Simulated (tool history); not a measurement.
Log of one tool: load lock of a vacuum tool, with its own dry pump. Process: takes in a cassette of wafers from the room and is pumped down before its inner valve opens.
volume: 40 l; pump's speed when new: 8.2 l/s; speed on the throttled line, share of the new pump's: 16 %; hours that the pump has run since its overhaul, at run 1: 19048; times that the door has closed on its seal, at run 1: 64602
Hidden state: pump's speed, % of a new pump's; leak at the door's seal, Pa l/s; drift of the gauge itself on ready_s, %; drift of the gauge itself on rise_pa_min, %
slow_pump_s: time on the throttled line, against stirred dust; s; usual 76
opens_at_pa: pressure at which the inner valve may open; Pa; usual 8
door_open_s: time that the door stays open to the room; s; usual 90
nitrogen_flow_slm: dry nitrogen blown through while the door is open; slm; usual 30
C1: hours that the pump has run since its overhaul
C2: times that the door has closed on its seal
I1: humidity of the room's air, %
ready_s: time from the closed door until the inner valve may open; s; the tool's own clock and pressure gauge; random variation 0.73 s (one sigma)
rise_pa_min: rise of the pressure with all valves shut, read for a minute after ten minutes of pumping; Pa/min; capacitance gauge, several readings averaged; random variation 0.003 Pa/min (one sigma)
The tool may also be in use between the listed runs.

run 1 day=0.000 | slow_pump_s=76 opens_at_pa=8 door_open_s=90 nitrogen_flow_slm=30 | C1=19048 C2=64602 | I1=43.0 | ready_s=109.0 rise_pa_min=0.025
run 2 day=20.025 | slow_pump_s=80 opens_at_pa=8 door_open_s=90 nitrogen_flow_slm=30 | C1=19528 C2=66735 | I1=46.3 | ready_s=113.2 rise_pa_min=0.026
-- day=24.946 door's seal changed, seat wiped
run 3 day=39.354 | slow_pump_s=80 opens_at_pa=8 door_open_s=90 nitrogen_flow_slm=30 | C1=19991 C2=1536 | I1=45.3 | ready_s=112.3 rise_pa_min=0.020
run 4 day=58.446 | slow_pump_s=80 opens_at_pa=8 door_open_s=90 nitrogen_flow_slm=30 | C1=20449 C2=3570 | I1=45.0 | ready_s=114.3 rise_pa_min=0.031
run 5 day=74.417 | slow_pump_s=76 opens_at_pa=8 door_open_s=90 nitrogen_flow_slm=30 | C1=20832 C2=5271 | I1=44.6 | ready_s=110.4 rise_pa_min=0.025
run 6 day=94.742 | slow_pump_s=76 opens_at_pa=8 door_open_s=90 nitrogen_flow_slm=30 | C1=21320 C2=7437 | I1=46.0 | ready_s=110.7 rise_pa_min=0.025
run 7 day=116.362 | slow_pump_s=76 opens_at_pa=8 door_open_s=90 nitrogen_flow_slm=30 | C1=21839 C2=9741 | I1=44.6 | ready_s=109.8 rise_pa_min=0.022
run 8 day=128.812 | slow_pump_s=76 opens_at_pa=8 door_open_s=90 nitrogen_flow_slm=30 | C1=22138 C2=11068 | I1=46.8 | ready_s=110.5 rise_pa_min=0.022
run 9 day=142.379 | slow_pump_s=76 opens_at_pa=15 door_open_s=90 nitrogen_flow_slm=30 | C1=22463 C2=12513 | I1=42.0 | ready_s=108.0 rise_pa_min=0.024
run 10 day=157.171 | slow_pump_s=76 opens_at_pa=15 door_open_s=90 nitrogen_flow_slm=30 | C1=22818 C2=14089 | I1=46.7 | ready_s=107.1 rise_pa_min=0.030
run 11 day=169.121 | slow_pump_s=76 opens_at_pa=15 door_open_s=90 nitrogen_flow_slm=30 | C1=23105 C2=15363 | I1=45.0 | ready_s=106.4 rise_pa_min=0.027
run 12 day=181.538 | slow_pump_s=76 opens_at_pa=15 door_open_s=90 nitrogen_flow_slm=30 | C1=23403 C2=16685 | I1=44.4 | ready_s=106.1 rise_pa_min=0.023
run 13 day=192.662 | slow_pump_s=76 opens_at_pa=15 door_open_s=90 nitrogen_flow_slm=30 | C1=23670 C2=17871 | I1=47.1 | ready_s=106.5 rise_pa_min=0.024
run 14 day=213.379 | slow_pump_s=76 opens_at_pa=15 door_open_s=90 nitrogen_flow_slm=30 | C1=24167 C2=20078 | I1=43.7 | ready_s=106.7 rise_pa_min=0.027
run 15 day=224.942 | slow_pump_s=76 opens_at_pa=8 door_open_s=90 nitrogen_flow_slm=30 | C1=24445 C2=21310 | I1=44.6 | ready_s=110.0 rise_pa_min=0.024
run 16 day=245.371 | slow_pump_s=76 opens_at_pa=8 door_open_s=90 nitrogen_flow_slm=30 | C1=24935 C2=23487 | I1=45.5 | ready_s=109.7 rise_pa_min=0.024
-- day=248.667 dry pump taken out, an overhauled one fitted
run 17 day=258.500 | slow_pump_s=76 opens_at_pa=8 door_open_s=90 nitrogen_flow_slm=30 | C1=236 C2=24859 | I1=44.3 | ready_s=110.8 rise_pa_min=0.024
run 18 day=268.438 | slow_pump_s=76 opens_at_pa=8 door_open_s=90 nitrogen_flow_slm=30 | C1=474 C2=25918 | I1=48.3 | ready_s=110.6 rise_pa_min=0.026
run 19 day=280.958 | slow_pump_s=76 opens_at_pa=8 door_open_s=90 nitrogen_flow_slm=30 | C1=775 C2=27253 | I1=49.6 | ready_s=109.7 rise_pa_min=0.027
run 20 day=299.729 | slow_pump_s=76 opens_at_pa=8 door_open_s=90 nitrogen_flow_slm=30 | C1=1225 C2=29252 | I1=45.6 | ready_s=109.8 rise_pa_min=0.024
run 21 day=318.600 | slow_pump_s=76 opens_at_pa=8 door_open_s=90 nitrogen_flow_slm=30 | C1=1678 C2=31263 | I1=42.9 | ready_s=109.5 rise_pa_min=0.026
run 22 day=337.367 | slow_pump_s=41 opens_at_pa=14 door_open_s=90 nitrogen_flow_slm=23 | C1=2129 C2=33263 | I1=43.5 | ready_s=78.2 rise_pa_min=0.029
run 23 day=350.271 | slow_pump_s=41 opens_at_pa=14 door_open_s=90 nitrogen_flow_slm=23 | C1=2438 C2=34638 | I1=42.2 | ready_s=77.7 rise_pa_min=0.027
run 24 day=359.679 | slow_pump_s=56 opens_at_pa=8 door_open_s=90 nitrogen_flow_slm=36 | C1=2664 C2=35641 | I1=44.0 | ready_s=92.5 rise_pa_min=0.023
run 25 day=381.079 | slow_pump_s=56 opens_at_pa=8 door_open_s=90 nitrogen_flow_slm=5 | C1=3178 C2=37921 | I1=43.9 | ready_s=93.5 rise_pa_min=0.048
run 26 day=395.700 | slow_pump_s=60 opens_at_pa=8 door_open_s=90 nitrogen_flow_slm=5 | C1=3529 C2=39478 | I1=46.0 | ready_s=96.7 rise_pa_min=0.049
run 27 day=410.912 | slow_pump_s=133 opens_at_pa=8 door_open_s=47 nitrogen_flow_slm=10 | C1=3894 C2=41099 | I1=45.7 | ready_s=159.0 rise_pa_min=0.022
run 28 day=430.967 | slow_pump_s=56 opens_at_pa=10 door_open_s=90 nitrogen_flow_slm=37 | C1=4375 C2=43236 | I1=45.0 | ready_s=91.6 rise_pa_min=0.020
run 29 day=447.083 | slow_pump_s=131 opens_at_pa=16 door_open_s=40 nitrogen_flow_slm=30 | C1=4762 C2=44954 | I1=45.6 | ready_s=153.5 rise_pa_min=0.013
run 30 day=468.200 | slow_pump_s=99 opens_at_pa=16 door_open_s=182 nitrogen_flow_slm=30 | C1=5269 C2=47203 | I1=44.6 | ready_s=126.4 rise_pa_min=0.045
run 31 day=480.833 | slow_pump_s=96 opens_at_pa=12 door_open_s=36 nitrogen_flow_slm=10 | C1=5572 C2=48549 | I1=45.5 | ready_s=125.5 rise_pa_min=0.021
run 32 day=500.871 | slow_pump_s=48 opens_at_pa=8 door_open_s=28 nitrogen_flow_slm=11 | C1=6053 C2=50685 | I1=46.6 | ready_s=87.5 rise_pa_min=0.018
run 33 day=519.562 | slow_pump_s=76 opens_at_pa=8 door_open_s=90 nitrogen_flow_slm=43 | C1=6502 C2=52676 | I1=45.3 | ready_s=111.1 rise_pa_min=0.022
run 34 day=535.142 | slow_pump_s=76 opens_at_pa=9 door_open_s=109 nitrogen_flow_slm=30 | C1=6875 C2=54336 | I1=43.0 | ready_s=109.5 rise_pa_min=0.027
run 35 day=555.242 | slow_pump_s=76 opens_at_pa=9 door_open_s=109 nitrogen_flow_slm=30 | C1=7358 C2=56478 | I1=43.6 | ready_s=110.9 rise_pa_min=0.035
run 36 day=564.254 | slow_pump_s=76 opens_at_pa=9 door_open_s=109 nitrogen_flow_slm=30 | C1=7574 C2=57438 | I1=41.3 | ready_s=110.5 rise_pa_min=0.025

Forecast run 37:
run 37 day=577.471 | slow_pump_s=76 opens_at_pa=9 door_open_s=53 nitrogen_flow_slm=30 | C1=7891 C2=58847 | I1=49.3 | ready_s=? rise_pa_min=?

Run 37 gave ready_s 109.0 s, rise_pa_min 0.021 Pa/min.
Without the tool's hidden state the same run would have given ready_s 109.0 s, rise_pa_min 0.020 Pa/min.
